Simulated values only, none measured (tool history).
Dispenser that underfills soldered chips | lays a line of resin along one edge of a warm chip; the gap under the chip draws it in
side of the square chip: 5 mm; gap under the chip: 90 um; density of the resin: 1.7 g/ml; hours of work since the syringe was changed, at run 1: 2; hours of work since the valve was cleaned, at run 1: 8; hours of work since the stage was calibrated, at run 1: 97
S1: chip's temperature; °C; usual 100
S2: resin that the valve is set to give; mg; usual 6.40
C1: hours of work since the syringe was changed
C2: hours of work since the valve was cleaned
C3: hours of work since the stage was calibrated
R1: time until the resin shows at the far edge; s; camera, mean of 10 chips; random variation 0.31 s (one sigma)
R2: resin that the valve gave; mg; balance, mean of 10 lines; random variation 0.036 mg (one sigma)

run,hour,S1,S2,C1,C2,C3,R1,R2
1,0.0,100,6.40,2,8,97,6.8,6.32
2,4.4,100,6.40,5,10,100,8.2,6.35
3,7.9,100,6.63,7,13,102,9.9,6.64
# hour 10.0: new syringe of resin
4,13.0,100,6.40,2,16,105,6.4,6.30
5,15.9,100,6.40,4,18,107,7.6,6.26
6,18.8,114,6.40,6,20,109,6.7,6.32
# hour 22.4: new syringe of resin
7,22.7,114,6.40,0,22,112,4.9,6.28
8,28.6,114,6.40,4,26,116,6.0,6.23
9,31.2,114,6.40,6,28,117,6.3,6.23
# hour 34.8: new syringe of resin
10,34.8,100,5.68,0,30,120,6.5,5.54
11,40.8,100,5.68,4,34,124,7.8,5.51
12,46.5,100,5.68,8,38,128,10.4,5.46
# hour 47.0: new syringe of resin
13,49.8,100,6.40,2,40,130,7.1,6.24
14,55.5,100,6.40,6,44,133,9.1,6.20
# hour 59.4: new syringe of resin
15,59.4,100,6.40,0,47,136,6.6,6.10
16,64.8,100,6.40,4,50,139,8.0,6.10
17,69.4,102,7.37,7,53,143,8.8,7.07
# hour 71.7: new syringe of resin
18,73.1,102,5.76,1,56,145,7.1,5.49
19,75.9,87,6.40,3,57,147,10.8,6.14
20,79.2,99,7.55,5,60,149,8.6,7.20
# hour 84.2: new syringe of resin
21,85.3,99,6.20,1,64,153,7.0,5.87
22,88.4,85,5.49,3,66,155,12.3,5.26
23,91.2,112,8.04,5,68,157,5.7,7.61
24,94.0,87,6.76,7,69,159,13.8,6.36
# hour 96.3: new syringe of resin
# hour 97.8: dispensing valve cleaned and set on the balance
25,97.8,91,5.97,0,0,160,8.2,6.03
26,103.4,100,6.99,4,4,164,8.3,7.00
27,106.4,100,6.99,6,6,166,10.0,6.94
# hour 109.6: new syringe of resin
28,111.0,110,5.53,1,9,169,4.6,5.50
29,116.1,110,5.53,4,12,173,6.4,5.46

How the hidden state differs across the entries between the runs, from the last listed run before each to the first after it:
Between runs 3 and 4: new syringe of resin (hour 10.0)
  resin's viscosity, % of fresh resin's: 157.5 -> 114.2; dose that the valve gives, % of what is set: 98.83 -> 98.56; true chip temperature over the reading, C: 0.68 -> 0.7
  measured less the result without the state, R1: +3.4 -> +0.8 s; R2: -0.08 -> -0.09 mg
Between runs 6 and 7: new syringe of resin (hour 22.4)
  resin's viscosity, % of fresh resin's: 148.1 -> 99.9; dose that the valve gives, % of what is set: 98.24 -> 98.06; true chip temperature over the reading, C: 0.72 -> 0.73
  measured less the result without the state, R1: +2.0 -> +0.0 s; R2: -0.11 -> -0.12 mg
Between runs 9 and 10: new syringe of resin (hour 34.8)
  resin's viscosity, % of fresh resin's: 146.2 -> 100.8; dose that the valve gives, % of what is set: 97.6 -> 97.43; true chip temperature over the reading, C: 0.77 -> 0.78
  measured less the result without the state, R1: +1.8 -> +0.0 s; R2: -0.16 -> -0.14 mg
Between runs 12 and 13: new syringe of resin (hour 47.0)
  resin's viscosity, % of fresh resin's: 170.3 -> 110.7; dose that the valve gives, % of what is set: 96.8 -> 96.65; true chip temperature over the reading, C: 0.83 -> 0.84
  measured less the result without the state, R1: +4.3 -> +0.5 s; R2: -0.18 -> -0.21 mg
Between runs 14 and 15: new syringe of resin (hour 59.4)
  resin's viscosity, % of fresh resin's: 143.2 -> 99.5; dose that the valve gives, % of what is set: 96.35 -> 96.17; true chip temperature over the reading, C: 0.86 -> 0.87
  measured less the result without the state, R1: +2.6 -> -0.2 s; R2: -0.23 -> -0.25 mg
Between runs 17 and 18: new syringe of resin (hour 71.7)
  resin's viscosity, % of fresh resin's: 156.2 -> 105; dose that the valve gives, % of what is set: 95.63 -> 95.45; true chip temperature over the reading, C: 0.91 -> 0.93
  measured less the result without the state, R1: +3.1 -> +0.2 s; R2: -0.32 -> -0.26 mg
Between runs 20 and 21: new syringe of resin (hour 84.2)
  resin's viscosity, % of fresh resin's: 138.1 -> 103.1; dose that the valve gives, % of what is set: 95.13 -> 94.83; true chip temperature over the reading, C: 0.95 -> 0.97
  measured less the result without the state, R1: +2.2 -> +0.0 s; R2: -0.37 -> -0.32 mg
Between runs 24 and 25: new syringe of resin (hour 96.3); dispensing valve cleaned and set on the balance (hour 97.8)
  resin's viscosity, % of fresh resin's: 152.5 -> 103.5; dose that the valve gives, % of what is set: 94.36 -> 100; true chip temperature over the reading, C: 1.01 -> 1.02
  measured less the result without the state, R1: +4.6 -> +0.1 s; R2: -0.38 -> +0.00 mg
Between runs 27 and 28: new syringe of resin (hour 109.6)
  resin's viscosity, % of fresh resin's: 152.1 -> 107.8; dose that the valve gives, % of what is set: 99.52 -> 99.28; true chip temperature over the reading, C: 1.05 -> 1.07
  measured less the result without the state, R1: +3.1 -> +0.2 s; R2: -0.04 -> -0.04 mg
